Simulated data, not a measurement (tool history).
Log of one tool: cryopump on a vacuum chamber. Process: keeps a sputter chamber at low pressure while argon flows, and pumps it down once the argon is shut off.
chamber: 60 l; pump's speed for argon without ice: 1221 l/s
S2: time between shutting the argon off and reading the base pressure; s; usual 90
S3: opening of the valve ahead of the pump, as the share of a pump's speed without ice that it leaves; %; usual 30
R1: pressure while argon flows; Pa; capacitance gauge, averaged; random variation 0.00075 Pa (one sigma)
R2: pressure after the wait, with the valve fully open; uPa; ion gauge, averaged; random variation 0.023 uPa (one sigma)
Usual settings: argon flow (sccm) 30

Run 1, day 0: usual settings. Result: R1 0.1425 Pa, R2 1.06 uPa.
Run 2, day 3.242: usual settings. Result: R1 0.1445 Pa, R2 1.13 uPa.
Run 3, day 5.583: usual settings but S2 200 s. Result: R1 0.1435 Pa, R2 0.88 uPa.
Run 4, day 8.767: usual settings but S2 200 s. Result: R1 0.1446 Pa, R2 0.85 uPa.
Run 5, day 11.375: usual settings but S2 200 s. Result: R1 0.145 Pa, R2 0.91 uPa.
Run 6, day 14.242: usual settings but S2 200 s. Result: R1 0.1447 Pa, R2 0.94 uPa.
Run 7, day 16.508: usual settings. Result: R1 0.1436 Pa, R2 1.27 uPa.
Run 8, day 18.792: usual settings. Result: R1 0.145 Pa, R2 1.33 uPa.
Run 9, day 21.75: usual settings. Result: R1 0.1451 Pa, R2 1.33 uPa.
Run 10, day 24.167: usual settings but argon flow (sccm) 15. Result: R1 0.0731 Pa, R2 1.42 uPa.
Run 11, day 25.85: usual settings but S3 21 %. Result: R1 0.2065 Pa, R2 1.36 uPa.
Run 12, day 28.204: usual settings but S3 21 %. Result: R1 0.2053 Pa, R2 1.41 uPa.
Run 13, day 30.117: usual settings but argon flow (sccm) 27, S2 179 s, S3 58 %. Result: R1 0.0729 Pa, R2 1.14 uPa.
At day 31.388: pump warmed up, emptied and cooled again.
Run 14, day 32.683: usual settings but S2 86 s, S3 27 %. Result: R1 0.1552 Pa, R2 1.33 uPa.
Run 15, day 35.067: usual settings but argon flow (sccm) 16, S2 65 s, S3 27 %. Result: R1 0.0833 Pa, R2 1.56 uPa.
Run 16, day 37.892: usual settings but argon flow (sccm) 16, S2 65 s, S3 27 %. Result: R1 0.0844 Pa, R2 1.63 uPa.
Run 17, day 39.938: usual settings but argon flow (sccm) 20, S2 68 s, S3 41 %. Result: R1 0.0687 Pa, R2 1.63 uPa.
Run 18, day 42.054: usual settings but argon flow (sccm) 28, S2 202 s, S3 18 %. Result: R1 0.2182 Pa, R2 1.16 uPa.
Run 19, day 44.021: usual settings but argon flow (sccm) 53, S2 72 s. Result: R1 0.2486 Pa, R2 1.59 uPa.
Run 20, day 46.283: usual settings but S2 227 s. Result: R1 0.1426 Pa, R2 1.12 uPa.
Run 21, day 48.933: usual settings but S2 135 s, S3 47 %. Result: R1 0.0913 Pa, R2 1.31 uPa.
Run 22, day 51.971: usual settings but argon flow (sccm) 14, S2 187 s, S3 20 %. Result: R1 0.1002 Pa, R2 1.26 uPa.
Run 23, day 53.346: usual settings but argon flow (sccm) 15, S2 72 s, S3 59 %. Result: R1 0.0368 Pa, R2 1.78 uPa.

5 ways to go on from here, each from the tool as it stands after run 23. What would each give?
Run A, day 54.783: usual settings but argon flow (sccm) 25, S2 21 s, S3 28 %. Result: R1 ?, R2 ?.
Run B, day 54.783: usual settings but S2 116 s, S3 17 %. Result: R1 ?, R2 ?.
Run C, day 54.783: usual settings but argon flow (sccm) 27, S2 36 s, S3 27 %. Result: R1 ?, R2 ?.
Run D, day 54.783: usual settings but argon flow (sccm) 45. Result: R1 ?, R2 ?.
Run E, day 54.783: usual settings but argon flow (sccm) 44, S2 153 s. Result: R1 ?, R2 ?.

run      R1    R2
  A  0.1279  3.37
  B  0.2481  1.45
  C  0.1425  2.48
  D  0.2141  1.59
  E  0.2089  1.38
Without the tool's hidden state the same runs would have given:
run      R1    R2
  A  0.1241  2.61
  B  0.2436  0.67
  C  0.1384  1.69
  D  0.2073  0.82
  E  0.2023   0.6

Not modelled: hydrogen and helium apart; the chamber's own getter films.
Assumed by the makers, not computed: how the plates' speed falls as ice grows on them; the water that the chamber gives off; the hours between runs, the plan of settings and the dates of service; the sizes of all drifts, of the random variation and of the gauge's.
